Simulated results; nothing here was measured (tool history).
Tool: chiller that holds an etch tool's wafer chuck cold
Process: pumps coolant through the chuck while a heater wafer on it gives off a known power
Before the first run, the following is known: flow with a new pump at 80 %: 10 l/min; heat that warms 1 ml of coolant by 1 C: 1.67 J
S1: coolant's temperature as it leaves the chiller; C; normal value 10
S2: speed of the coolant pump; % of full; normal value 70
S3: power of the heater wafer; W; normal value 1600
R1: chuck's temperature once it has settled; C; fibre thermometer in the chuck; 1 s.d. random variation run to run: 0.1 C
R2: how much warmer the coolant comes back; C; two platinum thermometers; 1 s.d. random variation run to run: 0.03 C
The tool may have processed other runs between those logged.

run 1 hour=0 | S1=10 S2=70 S3=1600 | R1=26.8 R2=6.84
run 2 hour=72 | S1=10 S2=70 S3=1600 | R1=26.8 R2=6.83
run 3 hour=138.2 | S1=10 S2=70 S3=1600 | R1=26.9 R2=6.93
run 4 hour=190 | S1=10 S2=70 S3=1600 | R1=27.1 R2=6.85
run 5 hour=226.9 | S1=10 S2=70 S3=1600 | R1=26.9 R2=6.83
run 6 hour=272.4 | S1=10 S2=70 S3=1600 | R1=27.1 R2=6.87
run 7 hour=307.9 | S1=17 S2=70 S3=1600 | R1=34 R2=6.86
run 8 hour=360.9 | S1=10 S2=70 S3=1600 | R1=27.2 R2=6.83
run 9 hour=422.4 | S1=10 S2=70 S3=1600 | R1=27.3 R2=6.84
run 10 hour=490.5 | S1=10 S2=70 S3=1600 | R1=27.3 R2=6.86
-- hour=497.6 chiller's thermometer calibrated
run 11 hour=525.7 | S1=10 S2=70 S3=1600 | R1=27.5 R2=6.87
run 12 hour=573.4 | S1=10 S2=70 S3=1140 | R1=22.6 R2=4.91
run 13 hour=627.9 | S1=6 S2=65 S3=845 | R1=16.1 R2=3.94
run 14 hour=678.1 | S1=10 S2=88 S3=1600 | R1=24.4 R2=5.33
-- hour=688.9 chiller's thermometer calibrated, once more
run 15 hour=733.5 | S1=13 S2=66 S3=991 | R1=24.1 R2=4.59
run 16 hour=806.4 | S1=0 S2=95 S3=991 | R1=7.8 R2=3.06
run 17 hour=865.3 | S1=12 S2=79 S3=1704 | R1=28.2 R2=6.39
run 18 hour=907.2 | S1=12 S2=79 S3=1704 | R1=28.4 R2=6.42
run 19 hour=943.1 | S1=12 S2=79 S3=1704 | R1=28.2 R2=6.43
run 20 hour=974.2 | S1=17 S2=99 S3=1704 | R1=30.4 R2=4.96

Expected results for the next run?
run 21 hour=1023.9 | S1=17 S2=99 S3=1704 | R1=? R2=?

R1: 30.3 C
R2: 4.99 C
The same run, on a tool lacking any hidden state, would have yielded R1 29.4 C, R2 4.82 C.

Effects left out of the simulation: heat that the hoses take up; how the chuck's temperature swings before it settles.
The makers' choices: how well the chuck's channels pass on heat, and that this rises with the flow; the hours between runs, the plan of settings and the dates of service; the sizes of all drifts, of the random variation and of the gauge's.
